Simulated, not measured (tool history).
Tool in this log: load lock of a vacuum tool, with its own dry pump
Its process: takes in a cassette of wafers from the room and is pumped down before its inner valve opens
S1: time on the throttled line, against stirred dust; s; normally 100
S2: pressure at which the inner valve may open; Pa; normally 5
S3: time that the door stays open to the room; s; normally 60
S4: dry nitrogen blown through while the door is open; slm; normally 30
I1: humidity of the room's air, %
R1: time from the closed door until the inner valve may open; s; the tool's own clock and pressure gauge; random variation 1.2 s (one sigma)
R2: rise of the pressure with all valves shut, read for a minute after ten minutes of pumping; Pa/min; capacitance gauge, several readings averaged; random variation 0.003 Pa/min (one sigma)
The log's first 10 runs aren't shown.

{"run": 11, "hour": 1377.2, "S1": 100, "S2": 5, "S3": 60, "S4": 41, "I1": 46.0, "R1": 221.5, "R2": 0.186}
{"run": 12, "hour": 1510.1, "S1": 100, "S2": 5, "S3": 60, "S4": 41, "I1": 45.2, "R1": 221.8, "R2": 0.193}
{"run": 13, "hour": 1662.7, "S1": 100, "S2": 5, "S3": 60, "S4": 41, "I1": 39.0, "R1": 224.1, "R2": 0.196}
{"run": 14, "hour": 1810.3, "S1": 100, "S2": 5, "S3": 60, "S4": 7, "I1": 42.3, "R1": 221.9, "R2": 0.219}
{"run": 15, "hour": 1990.6, "S1": 100, "S2": 5, "S3": 60, "S4": 7, "I1": 42.6, "R1": 224.4, "R2": 0.223}
{"run": 16, "hour": 2109.5, "S1": 83, "S2": 5, "S3": 174, "S4": 30, "I1": 44.3, "R1": 210.7, "R2": 0.229}
{"run": 17, "hour": 2229.6, "S1": 100, "S2": 8, "S3": 60, "S4": 7, "I1": 48.4, "R1": 215.7, "R2": 0.235}
{"run": 18, "hour": 2364.6, "S1": 100, "S2": 8, "S3": 60, "S4": 7, "I1": 44.5, "R1": 219.1, "R2": 0.24}
{"run": 19, "hour": 2531.3, "S1": 90, "S2": 9, "S3": 60, "S4": 30, "I1": 44.6, "R1": 208.1, "R2": 0.238}
{"run": 20, "hour": 2617.3, "S1": 90, "S2": 7, "S3": 60, "S4": 5, "I1": 46.0, "R1": 212.5, "R2": 0.256}
{"run": 21, "hour": 2758.7, "S1": 90, "S2": 7, "S3": 60, "S4": 5, "I1": 46.3, "R1": 212.0, "R2": 0.263}
{"hour": 2827.6, "done": "dry pump taken out, an overhauled one fitted"}
{"run": 22, "hour": 2850.7, "S1": 124, "S2": 7, "S3": 60, "S4": 5, "I1": 42.2, "R1": 214.0, "R2": 0.26}
{"run": 23, "hour": 3029.4, "S1": 164, "S2": 5, "S3": 31, "S4": 30, "I1": 42.7, "R1": 252.1, "R2": 0.261}
{"run": 24, "hour": 3161.0, "S1": 164, "S2": 5, "S3": 31, "S4": 30, "I1": 43.6, "R1": 251.6, "R2": 0.266}
{"run": 25, "hour": 3270.6, "S1": 164, "S2": 5, "S3": 31, "S4": 30, "I1": 40.5, "R1": 253.1, "R2": 0.275}
{"run": 26, "hour": 3359.2, "S1": 172, "S2": 5, "S3": 80, "S4": 30, "I1": 45.3, "R1": 259.0, "R2": 0.287}
{"run": 27, "hour": 3452.2, "S1": 97, "S2": 5, "S3": 87, "S4": 36, "I1": 43.0, "R1": 193.6, "R2": 0.284}
{"run": 28, "hour": 3536.0, "S1": 85, "S2": 5, "S3": 98, "S4": 13, "I1": 42.9, "R1": 181.5, "R2": 0.298}
{"run": 29, "hour": 3691.9, "S1": 85, "S2": 5, "S3": 98, "S4": 13, "I1": 43.7, "R1": 182.9, "R2": 0.314}
{"run": 30, "hour": 3872.2, "S1": 100, "S2": 5, "S3": 60, "S4": 9, "I1": 44.4, "R1": 196.4, "R2": 0.311}

Below are 3 alternative next runs, each starting from the tool's condition after run 30. Predict each:
{"run": "A", "hour": 3981.7, "S1": 100, "S2": 5, "S3": 169, "S4": 4, "I1": 44.2, "R1": "?", "R2": "?"}
{"run": "B", "hour": 3981.7, "S1": 171, "S2": 7, "S3": 60, "S4": 31, "I1": 42.0, "R1": "?", "R2": "?"}
{"run": "C", "hour": 3981.7, "S1": 100, "S2": 5, "S3": 161, "S4": 13, "I1": 44.4, "R1": "?", "R2": "?"}

run=A R1=197.8 R2=0.346
run=B R1=253.6 R2=0.311
run=C R1=197.5 R2=0.330
Take away the tool's hidden state, keep each run's random variation, and the runs would have read:
run=A R1=195.7 R2=0.038
run=B R1=252.0 R2=0.009
run=C R1=195.3 R2=0.020
